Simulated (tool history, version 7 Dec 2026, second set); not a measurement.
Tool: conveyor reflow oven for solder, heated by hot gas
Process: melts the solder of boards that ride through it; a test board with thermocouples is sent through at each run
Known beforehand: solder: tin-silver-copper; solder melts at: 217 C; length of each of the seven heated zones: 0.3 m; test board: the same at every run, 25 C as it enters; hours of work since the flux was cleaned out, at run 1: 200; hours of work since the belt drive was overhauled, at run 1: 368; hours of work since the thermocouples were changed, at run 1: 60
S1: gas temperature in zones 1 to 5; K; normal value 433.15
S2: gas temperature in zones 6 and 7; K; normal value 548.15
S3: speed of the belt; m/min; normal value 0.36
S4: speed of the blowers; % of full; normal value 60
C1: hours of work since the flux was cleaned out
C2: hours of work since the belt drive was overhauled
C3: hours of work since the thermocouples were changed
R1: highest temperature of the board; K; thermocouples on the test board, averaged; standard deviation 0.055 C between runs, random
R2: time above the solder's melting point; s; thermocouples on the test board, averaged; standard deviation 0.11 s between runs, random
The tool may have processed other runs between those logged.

run	hour	S1	S2	S3	S4	C1	C2	C3	R1	R2
1	0	433.15	548.15	0.36	60	200	368	60	531.14	74.8
2	12.9	421.15	548.15	0.36	60	207	375	67	529.16	68.8
3	23.5	439.15	548.15	0.36	60	213	381	73	532.15	78
4	46.5	433.15	548.15	0.36	53	226	394	85	529.55	73.1
5	59.4	433.15	548.15	0.36	53	233	401	93	529.49	73
6	69.8	433.15	548.15	0.36	53	238	407	98	529.56	72.7
7	82.8	433.15	548.15	0.36	53	246	414	106	529.54	73
8	103.7	433.15	548.15	0.36	60	257	425	117	531.09	74.6
9	125.8	433.15	548.15	0.36	60	269	438	129	531.09	74.4

What does the tool deliver on the next run?
# hour 148.3: flux residue cleaned out of gas plates and filters
10	153.9	433.15	539.15	0.342	60	3	450	142	?	?

{"run 10": {"R1": 524.41, "R2": 72.9}}
With the hidden condition absent and the run-to-run variation left alone, this run would have shown R1 525.06 K, R2 73.7 s.

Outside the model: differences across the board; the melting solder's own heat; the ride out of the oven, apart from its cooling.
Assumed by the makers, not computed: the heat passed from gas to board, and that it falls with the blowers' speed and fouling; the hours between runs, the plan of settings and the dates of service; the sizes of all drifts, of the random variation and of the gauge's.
